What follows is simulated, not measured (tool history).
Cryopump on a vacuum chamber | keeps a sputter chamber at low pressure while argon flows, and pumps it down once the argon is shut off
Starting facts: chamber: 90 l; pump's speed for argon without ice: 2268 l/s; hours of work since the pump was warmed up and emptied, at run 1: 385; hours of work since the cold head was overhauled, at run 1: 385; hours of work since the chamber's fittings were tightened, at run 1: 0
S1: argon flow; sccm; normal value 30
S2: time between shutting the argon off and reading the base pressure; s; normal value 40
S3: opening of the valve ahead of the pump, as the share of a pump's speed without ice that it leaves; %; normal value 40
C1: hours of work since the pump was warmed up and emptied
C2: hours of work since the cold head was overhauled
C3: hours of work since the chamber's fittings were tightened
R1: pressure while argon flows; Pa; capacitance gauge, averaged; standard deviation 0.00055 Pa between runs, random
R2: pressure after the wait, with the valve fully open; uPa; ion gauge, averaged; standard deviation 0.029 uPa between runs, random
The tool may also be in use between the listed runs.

run 1 hour=0.0 | S1=30 S2=40 S3=40 | C1=385 C2=385 C3=0 | R1=0.0592 R2=1.37
run 2 hour=39.2 | S1=21 S2=40 S3=40 | C1=404 C2=404 C3=19 | R1=0.0424 R2=1.48
run 3 hour=110.9 | S1=30 S2=40 S3=34 | C1=439 C2=439 C3=53 | R1=0.0685 R2=1.50
run 4 hour=170.9 | S1=18 S2=40 S3=34 | C1=467 C2=467 C3=82 | R1=0.0409 R2=1.52
run 5 hour=234.9 | S1=18 S2=40 S3=34 | C1=498 C2=498 C3=113 | R1=0.0406 R2=1.58
run 6 hour=298.3 | S1=18 S2=40 S3=34 | C1=528 C2=528 C3=143 | R1=0.0407 R2=1.63
run 7 hour=384.7 | S1=18 S2=40 S3=34 | C1=570 C2=570 C3=185 | R1=0.0426 R2=1.74
run 8 hour=424.2 | S1=18 S2=40 S3=34 | C1=589 C2=589 C3=204 | R1=0.0422 R2=1.77
run 9 hour=514.9 | S1=42 S2=40 S3=40 | C1=632 C2=632 C3=247 | R1=0.0839 R2=1.87
run 10 hour=593.2 | S1=30 S2=40 S3=40 | C1=670 C2=670 C3=285 | R1=0.0601 R2=1.88
run 11 hour=660.8 | S1=30 S2=40 S3=40 | C1=702 C2=702 C3=317 | R1=0.0610 R2=1.95
run 12 hour=704.0 | S1=30 S2=40 S3=40 | C1=723 C2=723 C3=338 | R1=0.0618 R2=1.97
run 13 hour=779.2 | S1=30 S2=40 S3=40 | C1=759 C2=759 C3=374 | R1=0.0613 R2=2.12
run 14 hour=855.2 | S1=30 S2=40 S3=40 | C1=796 C2=796 C3=410 | R1=0.0620 R2=2.19
run 15 hour=893.8 | S1=30 S2=40 S3=40 | C1=814 C2=814 C3=429 | R1=0.0616 R2=2.17
run 16 hour=935.6 | S1=30 S2=40 S3=16 | C1=834 C2=834 C3=449 | R1=0.1466 R2=2.28
run 17 hour=988.1 | S1=30 S2=120 S3=16 | C1=859 C2=859 C3=474 | R1=0.1479 R2=1.41

Forecast run 18:
run 18 hour=1031.0 | S1=30 S2=95 S3=40 | C1=880 C2=880 C3=495 | R1=? R2=?

{"run 18": {"R1": 0.0637, "R2": 1.62}}
Without the tool's hidden state the same run would have given R1 0.0567 Pa, R2 0.67 uPa.
